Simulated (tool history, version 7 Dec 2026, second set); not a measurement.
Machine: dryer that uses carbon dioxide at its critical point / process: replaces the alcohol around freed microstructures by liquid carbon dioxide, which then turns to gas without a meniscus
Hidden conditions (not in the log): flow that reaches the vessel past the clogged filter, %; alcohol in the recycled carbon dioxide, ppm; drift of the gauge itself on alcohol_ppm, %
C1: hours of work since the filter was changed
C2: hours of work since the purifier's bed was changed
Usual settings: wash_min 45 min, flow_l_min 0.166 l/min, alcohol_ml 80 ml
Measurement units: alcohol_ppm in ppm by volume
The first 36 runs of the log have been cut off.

{"run": 37, "hour": 464.9, "wash_min": 45, "flow_l_min": 0.207, "alcohol_ml": 80, "C1": 259, "C2": 241, "alcohol_ppm": 114}
{"run": 38, "hour": 482.5, "wash_min": 45, "flow_l_min": 0.236, "alcohol_ml": 80, "C1": 266, "C2": 248, "alcohol_ppm": 83}
{"run": 39, "hour": 497.6, "wash_min": 67, "flow_l_min": 0.251, "alcohol_ml": 24, "C1": 271, "C2": 253, "alcohol_ppm": 80}
{"run": 40, "hour": 508.0, "wash_min": 67, "flow_l_min": 0.251, "alcohol_ml": 24, "C1": 275, "C2": 257, "alcohol_ppm": 78}
{"run": 41, "hour": 516.5, "wash_min": 56, "flow_l_min": 0.191, "alcohol_ml": 30, "C1": 278, "C2": 260, "alcohol_ppm": 90}
{"run": 42, "hour": 531.8, "wash_min": 45, "flow_l_min": 0.128, "alcohol_ml": 53, "C1": 284, "C2": 266, "alcohol_ppm": 614}
{"run": 43, "hour": 545.8, "wash_min": 45, "flow_l_min": 0.128, "alcohol_ml": 53, "C1": 289, "C2": 271, "alcohol_ppm": 613}
{"run": 44, "hour": 561.1, "wash_min": 68, "flow_l_min": 0.166, "alcohol_ml": 80, "C1": 295, "C2": 277, "alcohol_ppm": 95}
{"run": 45, "hour": 573.7, "wash_min": 45, "flow_l_min": 0.204, "alcohol_ml": 65, "C1": 299, "C2": 281, "alcohol_ppm": 134}
{"run": 46, "hour": 585.8, "wash_min": 45, "flow_l_min": 0.204, "alcohol_ml": 65, "C1": 304, "C2": 286, "alcohol_ppm": 128}
{"run": 47, "hour": 599.3, "wash_min": 36, "flow_l_min": 0.229, "alcohol_ml": 96, "C1": 309, "C2": 291, "alcohol_ppm": 216}

Consider 4 possible next runs. They are alternatives, not a sequence: every one starts from the tool as it was left by run 47. What does each give?
{"run": "A", "hour": 617.6, "wash_min": 45, "flow_l_min": 0.2, "alcohol_ml": 80, "C1": 315, "C2": 298, "alcohol_ppm": "?"}
{"run": "B", "hour": 617.6, "wash_min": 45, "flow_l_min": 0.104, "alcohol_ml": 23, "C1": 315, "C2": 298, "alcohol_ppm": "?"}
{"run": "C", "hour": 617.6, "wash_min": 29, "flow_l_min": 0.229, "alcohol_ml": 75, "C1": 315, "C2": 298, "alcohol_ppm": "?"}
{"run": "D", "hour": 617.6, "wash_min": 43, "flow_l_min": 0.243, "alcohol_ml": 41, "C1": 315, "C2": 298, "alcohol_ppm": "?"}

run=A alcohol_ppm=145
run=B alcohol_ppm=649
run=C alcohol_ppm=447
run=D alcohol_ppm=93
Stripped of hidden state, with their random variation kept, the same runs would have yielded:
run=A alcohol_ppm=35
run=B alcohol_ppm=410
run=C alcohol_ppm=233
run=D alcohol_ppm=5
